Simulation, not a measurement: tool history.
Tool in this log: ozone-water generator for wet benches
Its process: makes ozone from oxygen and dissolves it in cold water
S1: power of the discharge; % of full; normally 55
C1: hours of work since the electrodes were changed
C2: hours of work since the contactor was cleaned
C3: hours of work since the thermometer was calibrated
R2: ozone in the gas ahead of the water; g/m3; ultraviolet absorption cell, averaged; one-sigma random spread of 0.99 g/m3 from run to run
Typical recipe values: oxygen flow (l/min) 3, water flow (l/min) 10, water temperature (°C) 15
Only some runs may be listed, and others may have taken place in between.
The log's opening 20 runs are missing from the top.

run 21 hour=865.6 | S1=65 oxygen_flow_(l/min)=2.86 water_flow_(l/min)=12 water_temperature_(°C)=18 | C1=1177 C2=2817 C3=3695 | dissolved_ozone_(ppm)=19.1 R2=198
run 22 hour=923.7 | S1=84 oxygen_flow_(l/min)=3 water_flow_(l/min)=13 water_temperature_(°C)=15 | C1=1231 C2=2871 C3=3749 | dissolved_ozone_(ppm)=22.7 R2=239.8
run 23 hour=965 | S1=84 oxygen_flow_(l/min)=2.52 water_flow_(l/min)=13 water_temperature_(°C)=15 | C1=1269 C2=2909 C3=3787 | dissolved_ozone_(ppm)=22.7 R2=272.3
run 24 hour=1025.5 | S1=52 oxygen_flow_(l/min)=3.72 water_flow_(l/min)=9 water_temperature_(°C)=8 | C1=1324 C2=2964 C3=3842 | dissolved_ozone_(ppm)=22.9 R2=136.9
run 25 hour=1065.9 | S1=55 oxygen_flow_(l/min)=3 water_flow_(l/min)=6 water_temperature_(°C)=15 | C1=1362 C2=3001 C3=3879 | dissolved_ozone_(ppm)=29.6 R2=164.7
run 26 hour=1125.9 | S1=55 oxygen_flow_(l/min)=3 water_flow_(l/min)=6 water_temperature_(°C)=15 | C1=1417 C2=3057 C3=3935 | dissolved_ozone_(ppm)=29.4 R2=165.4
run 27 hour=1183.4 | S1=40 oxygen_flow_(l/min)=3 water_flow_(l/min)=12 water_temperature_(°C)=7 | C1=1470 C2=3109 C3=3987 | dissolved_ozone_(ppm)=14 R2=124.6
run 28 hour=1217.4 | S1=41 oxygen_flow_(l/min)=3.85 water_flow_(l/min)=12 water_temperature_(°C)=7 | C1=1501 C2=3141 C3=4019 | dissolved_ozone_(ppm)=14.1 R2=108.5
run 29 hour=1250.3 | S1=41 oxygen_flow_(l/min)=3.85 water_flow_(l/min)=12 water_temperature_(°C)=7 | C1=1531 C2=3171 C3=4049 | dissolved_ozone_(ppm)=14 R2=107
run 30 hour=1300.7 | S1=46 oxygen_flow_(l/min)=3.85 water_flow_(l/min)=15 water_temperature_(°C)=16 | C1=1577 C2=3217 C3=4095 | dissolved_ozone_(ppm)=11.1 R2=117.8
run 31 hour=1331 | S1=55 oxygen_flow_(l/min)=4.04 water_flow_(l/min)=7 water_temperature_(°C)=8 | C1=1605 C2=3245 C3=4123 | dissolved_ozone_(ppm)=28.2 R2=133.9
run 32 hour=1376.2 | S1=55 oxygen_flow_(l/min)=4.04 water_flow_(l/min)=7 water_temperature_(°C)=8 | C1=1647 C2=3287 C3=4165 | dissolved_ozone_(ppm)=28.1 R2=134

4 ways to go on from here, each from the tool as it stands after run 32. What would each give?
run A hour=1424.3 | S1=56 oxygen_flow_(l/min)=4.78 water_flow_(l/min)=7 water_temperature_(°C)=8 | C1=1691 C2=3331 C3=4209 | dissolved_ozone_(ppm)=? R2=?
run B hour=1424.3 | S1=43 oxygen_flow_(l/min)=3 water_flow_(l/min)=9 water_temperature_(°C)=9 | C1=1691 C2=3331 C3=4209 | dissolved_ozone_(ppm)=? R2=?
run C hour=1424.3 | S1=41 oxygen_flow_(l/min)=5.18 water_flow_(l/min)=11 water_temperature_(°C)=15 | C1=1691 C2=3331 C3=4209 | dissolved_ozone_(ppm)=? R2=?
run D hour=1424.3 | S1=99 oxygen_flow_(l/min)=4.04 water_flow_(l/min)=12 water_temperature_(°C)=10 | C1=1691 C2=3331 C3=4209 | dissolved_ozone_(ppm)=? R2=?

run=A dissolved_ozone_(ppm)=27.6 R2=122.3
run=B dissolved_ozone_(ppm)=19.1 R2=132.2
run=C dissolved_ozone_(ppm)=12.9 R2=88.5
run=D dissolved_ozone_(ppm)=29.1 R2=227.8
What these runs would have given with no unlogged condition in the tool:
run=A dissolved_ozone_(ppm)=29.8 R2=127.4
run=B dissolved_ozone_(ppm)=20.6 R2=136.1
run=C dissolved_ozone_(ppm)=14 R2=90.9
run=D dissolved_ozone_(ppm)=32.8 R2=243.7
